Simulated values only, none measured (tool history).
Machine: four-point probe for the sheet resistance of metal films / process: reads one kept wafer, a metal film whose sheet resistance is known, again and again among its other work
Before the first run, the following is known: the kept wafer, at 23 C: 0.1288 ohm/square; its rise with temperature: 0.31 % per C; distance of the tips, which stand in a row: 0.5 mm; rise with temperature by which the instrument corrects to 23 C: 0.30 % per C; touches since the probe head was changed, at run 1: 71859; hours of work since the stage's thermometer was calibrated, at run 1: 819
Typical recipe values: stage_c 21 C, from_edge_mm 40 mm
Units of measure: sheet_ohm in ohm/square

run	day	stage_c	from_edge_mm	touches since the probe head was changed	hours of work since the stage's thermometer was calibrated	sheet_ohm
1	0.000	21	40	71859	819	0.128793
2	2.212	21	40	74225	858	0.128810
3	4.442	32	40	76606	897	0.128876
4	5.367	21	40	77593	913	0.128801
5	6.400	21	19	78698	931	0.128814
6	8.396	21	40	80830	966	0.128776
7	10.396	21	72	82968	1001	0.128777
8	12.650	21	72	85378	1040	0.128773
9	14.325	21	25	87166	1070	0.128805
10	16.312	21	25	89290	1104	0.128774
11	17.975	31	25	91069	1133	0.128965
12	19.567	31	25	92769	1161	0.128925
13	21.358	31	25	94686	1193	0.128912
14	23.625	31	25	97109	1232	0.128904
15	24.821	20	40	98387	1253	0.128772
16	27.004	20	40	100717	1291	0.128794
17	28.350	20	40	102157	1315	0.128721
18	29.617	20	40	103513	1337	0.128732
19	30.546	21	40	104505	1353	0.128771
20	32.192	21	40	106263	1382	0.128745
21	33.467	21	40	107626	1404	0.128812
22	35.742	24	40	110055	1444	0.128809
23	36.700	24	40	111080	1461	0.128809
24	38.808	24	40	113336	1498	0.128784
25	40.675	19	32	115330	1530	0.128755
26	42.546	30	8	117329	1563	0.129112
27	44.083	21	8	118972	1590	0.128979
28	45.838	19	12	120847	1621	0.128845
29	47.179	32	71	122281	1644	0.128895
30	48.683	26	65	123888	1670	0.128781
31	50.217	23	69	125526	1697	0.128733
32	51.650	33	3	127060	1722	0.130787
33	53.796	20	32	129353	1760	0.128752
34	54.717	20	32	130338	1776	0.128770
35	56.996	20	32	132770	1816	0.128712
36	58.192	20	32	134052	1837	0.128770
37	59.738	35	29	135701	1864	0.128911
38	61.058	22	6	137115	1887	0.129243
39	62.567	26	40	138726	1913	0.128846
40	64.275	28	7	140552	1943	0.129221
41	65.692	20	10	142066	1968	0.128930
42	67.338	24	35	143827	1997	0.128833
43	68.338	30	4	144893	2014	0.129901
44	69.638	29	27	146281	2037	0.128846
# day 70.288: stage's thermometer calibrated
45	71.771	25	4	148541	26	0.129881

4 ways to go on from here, each from the tool as it stands after run 45. What would each give?
A	73.171	32	22	150038	50	?
B	73.171	31	39	150038	50	?
C	73.171	25	34	150038	50	?
D	73.171	27	71	150038	50	?

run	sheet_ohm
A	0.128932
B	0.128875
C	0.128816
D	0.128858
Without the tool's hidden state the same runs would have given:
run	sheet_ohm
A	0.128947
B	0.128890
C	0.128831
D	0.128873
